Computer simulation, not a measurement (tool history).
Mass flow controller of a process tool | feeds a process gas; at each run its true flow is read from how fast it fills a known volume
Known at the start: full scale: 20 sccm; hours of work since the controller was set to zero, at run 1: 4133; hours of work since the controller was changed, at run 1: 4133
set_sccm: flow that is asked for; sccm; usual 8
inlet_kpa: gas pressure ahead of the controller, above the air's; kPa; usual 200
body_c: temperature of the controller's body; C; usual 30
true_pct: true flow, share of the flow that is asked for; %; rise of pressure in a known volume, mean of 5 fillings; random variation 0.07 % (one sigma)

run    hour  set_sccm  inlet_kpa  body_c  hours of work since the controller was set to zero  hours of work since the controller was changed  true_pct
  1     0.0         8        200      30                                                4133                                            4133     99.77
  2   227.4         8        200      30                                                4258                                            4258     99.83
  3   351.4         2        200      30                                                4326                                            4326    103.87
  4   525.0         2        200      30                                                4421                                            4421    103.91
  5   789.2         2        200      30                                                4567                                            4567    104.08
      806.9  -- controller's zero set anew
  6  1043.9         2        200      30                                                 130                                            4706    107.57
  7  1173.4         8        203      24                                                 202                                            4778    100.29
  8  1323.6         2        200      21                                                 284                                            4860    106.96
  9  1507.4         2        200      21                                                 385                                            4961    107.18
 10  1740.1         2        173      22                                                 513                                            5090    107.40

Forecast each of these 3 alternatives for the next run:
  A  1968.5         3        160      22                                                 639                                            5215         ?
  B  1968.5        17        167      24                                                 639                                            5215         ?
  C  1968.5         2        160      28                                                 639                                            5215         ?

run  true_pct
  A    103.82
  B     99.84
  C    107.91
Without the tool's hidden state the same runs would have given:
run  true_pct
  A     97.58
  B     99.50
  C     98.08
